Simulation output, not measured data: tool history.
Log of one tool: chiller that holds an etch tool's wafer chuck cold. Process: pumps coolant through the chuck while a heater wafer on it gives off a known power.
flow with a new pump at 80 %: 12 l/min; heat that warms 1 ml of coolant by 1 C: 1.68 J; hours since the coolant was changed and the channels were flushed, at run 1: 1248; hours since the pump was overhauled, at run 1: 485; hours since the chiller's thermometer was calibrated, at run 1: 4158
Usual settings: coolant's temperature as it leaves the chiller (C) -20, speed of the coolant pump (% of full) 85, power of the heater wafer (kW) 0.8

| run | hour | coolant's temperature as it leaves the chiller (C) | speed of the coolant pump (% of full) | power of the heater wafer (kW) | hours since the coolant was changed and the channels were flushed | hours since the pump was overhauled | hours since the chiller's thermometer was calibrated | chuck's temperature once it has settled (C) | how much warmer the coolant comes back (C) |
|---|---|---|---|---|---|---|---|---|---|
| 1 | 0 | -20 | 85 | 0.8 | 1248 | 485 | 4158 | -15.2 | 2.26 |
|  | 5.7 | chiller's thermometer calibrated |
| 2 | 26.6 | -20 | 85 | 0.8 | 1274 | 511 | 21 | -14.7 | 2.27 |
| 3 | 53.9 | -20 | 85 | 0.8 | 1301 | 538 | 48 | -14.6 | 2.25 |
| 4 | 84.1 | -27 | 85 | 0.8 | 1331 | 568 | 78 | -21.7 | 2.23 |
| 5 | 102.6 | -27 | 85 | 0.8 | 1350 | 586 | 97 | -21.8 | 2.26 |
| 6 | 128.9 | -27 | 85 | 0.8 | 1376 | 613 | 123 | -21.7 | 2.24 |
| 7 | 159.9 | -27 | 85 | 0.564 | 1407 | 644 | 154 | -23.2 | 1.59 |
| 8 | 177.9 | -27 | 85 | 0.564 | 1425 | 662 | 172 | -23.3 | 1.56 |
| 9 | 194.5 | -27 | 85 | 0.564 | 1442 | 678 | 189 | -23.3 | 1.65 |
| 10 | 216.3 | -27 | 85 | 0.564 | 1463 | 700 | 211 | -23.1 | 1.59 |
|  | 222.6 | coolant pump overhauled |
| 11 | 249.1 | -21 | 94 | 0.664 | 1491 | 26 | 238 | -16.8 | 1.7 |
| 12 | 273.8 | -21 | 94 | 0.664 | 1516 | 51 | 263 | -16.8 | 1.7 |
| 13 | 290.9 | -20 | 75 | 0.981 | 1533 | 68 | 280 | -13 | 3.16 |
| 14 | 313.2 | -24 | 69 | 1.03 | 1555 | 91 | 303 | -16 | 3.58 |
| 15 | 332.1 | -24 | 66 | 0.885 | 1574 | 109 | 321 | -16.8 | 3.26 |
| 16 | 349.7 | -29 | 85 | 0.8 | 1592 | 127 | 339 | -23.8 | 2.32 |
| 17 | 365.7 | -26 | 64 | 1.14 | 1608 | 143 | 355 | -16.7 | 4.37 |
|  | 384.9 | coolant pump overhauled, once more |
| 18 | 389.1 | -21 | 62 | 0.452 | 1626 | 4 | 373 | -17.4 | 1.77 |

Measured less the same run without the tool's hidden state. The same run-to-run variation is in both; the gauge's scatter may not be:
The hidden state here: heat passed by the chuck's channels, % of clean ones'; flow at a given pump speed, % of a new pump's; coolant's true temperature over the reading, C; drift of the gauge itself on chuck_c, C; drift of the gauge itself on warmer_back_c, C.
| run | chuck's temperature once it has settled (C) | how much warmer the coolant comes back (C) |
|---|---|---|
| 1 | -0.2 | +0.02 |
| 2 | +0.2 | +0.02 |
| 3 | +0.2 | +0.02 |
| 4 | +0.3 | +0.02 |
| 5 | +0.3 | +0.03 |
| 6 | +0.2 | +0.02 |
| 7 | +0.2 | +0.02 |
| 8 | +0.2 | +0.02 |
| 9 | +0.1 | +0.02 |
| 10 | +0.2 | +0.02 |
| 11 | +0.2 | +0.03 |
| 12 | +0.2 | +0.03 |
| 13 | +0.3 | +0.06 |
| 14 | +0.4 | +0.07 |
| 15 | +0.3 | +0.07 |
| 16 | +0.2 | +0.05 |
| 17 | +0.4 | +0.1 |
| 18 | +0.2 | +0 |

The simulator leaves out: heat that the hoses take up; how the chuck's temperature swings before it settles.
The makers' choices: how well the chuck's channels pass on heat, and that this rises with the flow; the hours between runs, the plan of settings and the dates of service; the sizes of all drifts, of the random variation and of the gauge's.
